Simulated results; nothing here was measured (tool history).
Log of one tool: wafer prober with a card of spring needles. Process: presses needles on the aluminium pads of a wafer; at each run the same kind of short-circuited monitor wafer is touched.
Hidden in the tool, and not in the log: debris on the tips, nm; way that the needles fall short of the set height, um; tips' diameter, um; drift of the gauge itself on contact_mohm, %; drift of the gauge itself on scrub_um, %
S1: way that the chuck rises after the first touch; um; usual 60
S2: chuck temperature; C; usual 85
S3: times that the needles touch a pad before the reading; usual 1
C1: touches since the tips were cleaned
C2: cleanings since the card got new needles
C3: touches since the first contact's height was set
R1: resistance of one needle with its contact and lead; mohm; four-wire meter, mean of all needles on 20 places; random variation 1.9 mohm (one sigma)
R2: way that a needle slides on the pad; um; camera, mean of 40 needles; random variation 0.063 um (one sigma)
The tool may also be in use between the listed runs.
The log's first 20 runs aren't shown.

At hour 229: height of the first contact set anew.
At hour 236.1: tips cleaned on abrasive film.
Run 21, hour 236.1: usual settings but S2 46 C; C1 0; C2 35; C3 3055. Result: R1 206 mohm, R2 12.03 um.
At hour 250.3: tips cleaned on abrasive film.
Run 22, hour 250.3: usual settings but S2 46 C; C1 0; C2 36; C3 9255. Result: R1 207 mohm, R2 12.13 um.
Run 23, hour 258.4: usual settings but S1 41 um, S2 27 C; C1 3541; C2 36; C3 12796. Result: R1 293 mohm, R2 8.21 um.
At hour 264.8: tips cleaned on abrasive film.
Run 24, hour 271.1: usual settings but S2 34 C; C1 2751; C2 37; C3 18328. Result: R1 241 mohm, R2 11.97 um.
Run 25, hour 277.7: usual settings but S1 73 um; C1 5645; C2 37; C3 21222. Result: R1 241 mohm, R2 14.55 um.
At hour 279.1: tips cleaned on abrasive film.
Run 26, hour 285.1: usual settings but S1 50 um, S2 76 C, S3 3; C1 2622; C2 38; C3 24427. Result: R1 229 mohm, R2 10.02 um.
At hour 293.3: tips cleaned on abrasive film.
Run 27, hour 299.3: usual settings but S1 50 um, S2 26 C; C1 2602; C2 39; C3 30587. Result: R1 257 mohm, R2 10.02 um.
Run 28, hour 306.5: usual settings but S1 55 um, S2 53 C; C1 5766; C2 39; C3 33751. Result: R1 269 mohm, R2 10.97 um.
At hour 307.4: tips cleaned on abrasive film.
At hour 321.3: tips cleaned on abrasive film.
Run 29, hour 321.9: usual settings but S1 73 um, S2 110 C, S3 2; C1 251; C2 41; C3 40412. Result: R1 213 mohm, R2 14.58 um.
Run 30, hour 329.8: usual settings but S1 41 um, S2 46 C; C1 3704; C2 41; C3 43865. Result: R1 300 mohm, R2 8.04 um.
At hour 335.4: tips cleaned on abrasive film.
Run 31, hour 343.3: usual settings but S1 41 um, S2 46 C; C1 3450; C2 42; C3 49728. Result: R1 297 mohm, R2 8.14 um.
At hour 349.6: tips cleaned on abrasive film.
Run 32, hour 353.2: usual settings but S1 41 um, S2 46 C; C1 1597; C2 43; C3 54051. Result: R1 266 mohm, R2 8.11 um.
Run 33, hour 361.1: usual settings but S1 43 um, S2 33 C, S3 2; C1 5033; C2 43; C3 57487. Result: R1 258 mohm, R2 8.55 um.

Forecast each of these 4 alternatives for the next run:
At hour 364: tips cleaned on abrasive film.
Run A, hour 376.7: usual settings but S2 31 C, S3 3; C1 5557; C2 44; C3 64292. Result: R1 ?, R2 ?.
At hour 364: tips cleaned on abrasive film.
Run B, hour 376.7: usual settings but S1 78 um; C1 5557; C2 44; C3 64292. Result: R1 ?, R2 ?.
At hour 364: tips cleaned on abrasive film.
Run C, hour 376.7: usual settings but S2 27 C, S3 2; C1 5557; C2 44; C3 64292. Result: R1 ?, R2 ?.
At hour 364: tips cleaned on abrasive film.
Run D, hour 376.7: usual settings but S1 46 um, S2 33 C, S3 2; C1 5557; C2 44; C3 64292. Result: R1 ?, R2 ?.

run   R1     R2
  A  216  12.08
  B  241  15.66
  C  234  11.93
  D  256   9.11
Without the tool's hidden state the same runs would have given:
run   R1     R2
  A  194  12.18
  B  206  15.76
  C  198  12.04
  D  201   9.22
